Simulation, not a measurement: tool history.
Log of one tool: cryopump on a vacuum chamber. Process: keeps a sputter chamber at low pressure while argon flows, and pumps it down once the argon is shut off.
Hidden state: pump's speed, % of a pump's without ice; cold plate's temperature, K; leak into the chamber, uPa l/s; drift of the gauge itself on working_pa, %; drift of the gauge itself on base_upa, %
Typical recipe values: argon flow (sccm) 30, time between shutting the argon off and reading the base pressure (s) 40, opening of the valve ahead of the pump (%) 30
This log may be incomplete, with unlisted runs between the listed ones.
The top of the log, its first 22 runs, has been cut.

| run | hour | argon flow (sccm) | time between shutting the argon off and reading the base pressure (s) | opening of the valve ahead of the pump (%) | hours of work since the pump was warmed up and emptied | hours of work since the cold head was overhauled | hours of work since the chamber's fittings were tightened | pressure while argon flows (Pa) | pressure after the wait (uPa) |
|---|---|---|---|---|---|---|---|---|---|
| 23 | 1260.0 | 32 | 40 | 39 | 162 | 1400 | 1170 | 0.0971 | 1.93 |
| 24 | 1302.0 | 49 | 72 | 45 | 198 | 1436 | 1206 | 0.1328 | 1.36 |
| 25 | 1356.1 | 49 | 72 | 45 | 245 | 1483 | 1253 | 0.1366 | 1.45 |
| 26 | 1423.2 | 29 | 40 | 33 | 303 | 1541 | 1311 | 0.1110 | 2.21 |
|  | 1435.6 | pump warmed up, emptied and cooled again |
| 27 | 1492.4 | 43 | 40 | 33 | 49 | 1597 | 1366 | 0.1421 | 1.90 |
| 28 | 1567.4 | 13 | 56 | 20 | 114 | 1661 | 1431 | 0.0717 | 1.53 |
| 29 | 1621.9 | 30 | 40 | 60 | 161 | 1709 | 1478 | 0.0612 | 2.04 |
| 30 | 1672.4 | 14 | 212 | 30 | 205 | 1752 | 1522 | 0.0553 | 1.09 |
| 31 | 1728.9 | 46 | 54 | 32 | 254 | 1801 | 1571 | 0.1737 | 1.83 |
| 32 | 1787.9 | 30 | 72 | 30 | 305 | 1852 | 1622 | 0.1236 | 1.67 |
|  | 1798.3 | pump warmed up, emptied and cooled again |
| 33 | 1865.7 | 30 | 72 | 30 | 58 | 1915 | 1685 | 0.1107 | 1.41 |
| 34 | 1916.0 | 48 | 30 | 25 | 102 | 1959 | 1728 | 0.2127 | 2.56 |

Consider 4 possible next runs. They are alternatives, not a sequence: every one starts from the tool as it was left by run 34. What does each give?
| A | 1980.5 | 36 | 26 | 30 | 158 | 2014 | 1784 | ? | ? |
| B | 1980.5 | 14 | 52 | 45 | 158 | 2014 | 1784 | ? | ? |
| C | 1980.5 | 20 | 30 | 34 | 158 | 2014 | 1784 | ? | ? |
| D | 1980.5 | 55 | 40 | 30 | 158 | 2014 | 1784 | ? | ? |

| run | pressure while argon flows (Pa) | pressure after the wait (uPa) |
|---|---|---|
| A | 0.1368 | 2.89 |
| B | 0.0370 | 1.85 |
| C | 0.0677 | 2.55 |
| D | 0.2088 | 2.16 |
Stripped of hidden state, with their random variation kept, the same runs would have yielded:
| run | pressure while argon flows (Pa) | pressure after the wait (uPa) |
|---|---|---|
| A | 0.1279 | 2.26 |
| B | 0.0335 | 1.23 |
| C | 0.0627 | 1.93 |
| D | 0.1952 | 1.53 |
